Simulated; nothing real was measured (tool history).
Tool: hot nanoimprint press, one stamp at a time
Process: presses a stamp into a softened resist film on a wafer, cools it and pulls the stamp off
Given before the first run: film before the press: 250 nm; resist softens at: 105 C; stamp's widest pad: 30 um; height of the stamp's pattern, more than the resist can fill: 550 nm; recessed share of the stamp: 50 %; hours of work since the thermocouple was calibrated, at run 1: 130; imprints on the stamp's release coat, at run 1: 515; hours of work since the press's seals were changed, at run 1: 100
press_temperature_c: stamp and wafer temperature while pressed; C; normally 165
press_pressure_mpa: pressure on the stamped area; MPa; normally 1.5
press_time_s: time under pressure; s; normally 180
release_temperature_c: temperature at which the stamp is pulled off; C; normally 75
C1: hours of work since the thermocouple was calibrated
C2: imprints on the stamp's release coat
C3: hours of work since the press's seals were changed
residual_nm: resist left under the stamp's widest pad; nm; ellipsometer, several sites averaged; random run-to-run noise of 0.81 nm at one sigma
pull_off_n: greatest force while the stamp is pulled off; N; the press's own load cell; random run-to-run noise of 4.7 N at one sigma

run 1 day=0 | press_temperature_c=165 press_pressure_mpa=1.5 press_time_s=180 release_temperature_c=75 | C1=130 C2=515 C3=100 | residual_nm=105.6 pull_off_n=258
run 2 day=0.617 | press_temperature_c=165 press_pressure_mpa=1.5 press_time_s=253 release_temperature_c=75 | C1=138 C2=572 C3=107 | residual_nm=91.6 pull_off_n=252
run 3 day=1.304 | press_temperature_c=165 press_pressure_mpa=1.5 press_time_s=207 release_temperature_c=75 | C1=146 C2=636 C3=115 | residual_nm=100.1 pull_off_n=249
run 4 day=1.621 | press_temperature_c=165 press_pressure_mpa=1.5 press_time_s=207 release_temperature_c=75 | C1=149 C2=665 C3=119 | residual_nm=98.3 pull_off_n=259
run 5 day=2.171 | press_temperature_c=163 press_pressure_mpa=1.5 press_time_s=180 release_temperature_c=75 | C1=156 C2=716 C3=125 | residual_nm=114 pull_off_n=260
run 6 day=2.642 | press_temperature_c=165 press_pressure_mpa=1.5 press_time_s=262 release_temperature_c=75 | C1=161 C2=759 C3=131 | residual_nm=92 pull_off_n=260
run 7 day=3.125 | press_temperature_c=165 press_pressure_mpa=1.5 press_time_s=339 release_temperature_c=75 | C1=167 C2=804 C3=137 | residual_nm=82.7 pull_off_n=259
run 8 day=3.762 | press_temperature_c=165 press_pressure_mpa=1.5 press_time_s=339 release_temperature_c=75 | C1=174 C2=863 C3=144 | residual_nm=81.7 pull_off_n=272
-- day=3.917 plate thermocouple calibrated
run 9 day=4.254 | press_temperature_c=165 press_pressure_mpa=1.5 press_time_s=180 release_temperature_c=72 | C1=4 C2=897 C3=148 | residual_nm=104.3 pull_off_n=265
run 10 day=4.783 | press_temperature_c=165 press_pressure_mpa=1.5 press_time_s=180 release_temperature_c=72 | C1=10 C2=946 C3=155 | residual_nm=103.6 pull_off_n=285
run 11 day=5.171 | press_temperature_c=165 press_pressure_mpa=1.5 press_time_s=235 release_temperature_c=75 | C1=15 C2=981 C3=159 | residual_nm=94.1 pull_off_n=262
run 12 day=5.629 | press_temperature_c=165 press_pressure_mpa=1.5 press_time_s=235 release_temperature_c=75 | C1=20 C2=1023 C3=164 | residual_nm=93.4 pull_off_n=274
run 13 day=5.967 | press_temperature_c=165 press_pressure_mpa=1.5 press_time_s=235 release_temperature_c=75 | C1=24 C2=1055 C3=168 | residual_nm=92.9 pull_off_n=266
run 14 day=6.375 | press_temperature_c=165 press_pressure_mpa=1.5 press_time_s=235 release_temperature_c=75 | C1=29 C2=1093 C3=173 | residual_nm=92.8 pull_off_n=272
-- day=6.658 plate thermocouple calibrated, once more
run 15 day=7.071 | press_temperature_c=165 press_pressure_mpa=1.5 press_time_s=180 release_temperature_c=75 | C1=5 C2=1145 C3=180 | residual_nm=107.7 pull_off_n=270
run 16 day=7.742 | press_temperature_c=162 press_pressure_mpa=1.56 press_time_s=180 release_temperature_c=65 | C1=13 C2=1207 C3=188 | residual_nm=119 pull_off_n=353
run 17 day=8.229 | press_temperature_c=167 press_pressure_mpa=1.69 press_time_s=199 release_temperature_c=63 | C1=18 C2=1252 C3=193 | residual_nm=89.7 pull_off_n=378
run 18 day=8.838 | press_temperature_c=167 press_pressure_mpa=1.69 press_time_s=199 release_temperature_c=63 | C1=26 C2=1308 C3=201 | residual_nm=89.6 pull_off_n=390
run 19 day=9.312 | press_temperature_c=165 press_pressure_mpa=1.81 press_time_s=228 release_temperature_c=70 | C1=31 C2=1353 C3=206 | residual_nm=89.5 pull_off_n=332
run 20 day=9.9 | press_temperature_c=171 press_pressure_mpa=1.5 press_time_s=315 release_temperature_c=82 | C1=38 C2=1407 C3=213 | residual_nm=68.5 pull_off_n=250
run 21 day=10.346 | press_temperature_c=165 press_pressure_mpa=1.45 press_time_s=180 release_temperature_c=75 | C1=43 C2=1448 C3=218 | residual_nm=109.8 pull_off_n=296
run 22 day=10.954 | press_temperature_c=155 press_pressure_mpa=1.47 press_time_s=180 release_temperature_c=75 | C1=50 C2=1504 C3=225 | residual_nm=156.7 pull_off_n=293
run 23 day=11.546 | press_temperature_c=176 press_pressure_mpa=2.12 press_time_s=158 release_temperature_c=75 | C1=57 C2=1559 C3=232 | residual_nm=62.4 pull_off_n=303
run 24 day=12.138 | press_temperature_c=165 press_pressure_mpa=1.17 press_time_s=180 release_temperature_c=60 | C1=64 C2=1613 C3=239 | residual_nm=120.5 pull_off_n=417
run 25 day=12.742 | press_temperature_c=165 press_pressure_mpa=1.17 press_time_s=180 release_temperature_c=60 | C1=71 C2=1669 C3=246 | residual_nm=120.4 pull_off_n=417
run 26 day=13.296 | press_temperature_c=162 press_pressure_mpa=1.95 press_time_s=180 release_temperature_c=75 | C1=78 C2=1720 C3=253 | residual_nm=106.6 pull_off_n=304
run 27 day=13.746 | press_temperature_c=160 press_pressure_mpa=1.5 press_time_s=279 release_temperature_c=75 | C1=83 C2=1762 C3=258 | residual_nm=111.7 pull_off_n=309
run 28 day=14.25 | press_temperature_c=160 press_pressure_mpa=1.5 press_time_s=279 release_temperature_c=75 | C1=89 C2=1808 C3=264 | residual_nm=110 pull_off_n=299
run 29 day=14.538 | press_temperature_c=160 press_pressure_mpa=1.5 press_time_s=279 release_temperature_c=75 | C1=92 C2=1835 C3=267 | residual_nm=111.1 pull_off_n=301

Forecast each of these 4 alternatives for the next run:
run A day=14.846 | press_temperature_c=160 press_pressure_mpa=1.06 press_time_s=171 release_temperature_c=76 | C1=96 C2=1864 C3=271 | residual_nm=? pull_off_n=?
run B day=14.846 | press_temperature_c=167 press_pressure_mpa=1.5 press_time_s=168 release_temperature_c=80 | C1=96 C2=1864 C3=271 | residual_nm=? pull_off_n=?
run C day=14.846 | press_temperature_c=174 press_pressure_mpa=2.21 press_time_s=279 release_temperature_c=75 | C1=96 C2=1864 C3=271 | residual_nm=? pull_off_n=?
run D day=14.846 | press_temperature_c=167 press_pressure_mpa=0.96 press_time_s=180 release_temperature_c=68 | C1=96 C2=1864 C3=271 | residual_nm=? pull_off_n=?

run=A residual_nm=152.1 pull_off_n=311
run=B residual_nm=101.1 pull_off_n=264
run=C residual_nm=52 pull_off_n=310
run=D residual_nm=122 pull_off_n=361
With the hidden condition removed and each run's random variation left untouched, the same runs would have given:
run=A residual_nm=152.8 pull_off_n=228
run=B residual_nm=101.6 pull_off_n=193
run=C residual_nm=52 pull_off_n=227
run=D residual_nm=122.7 pull_off_n=264
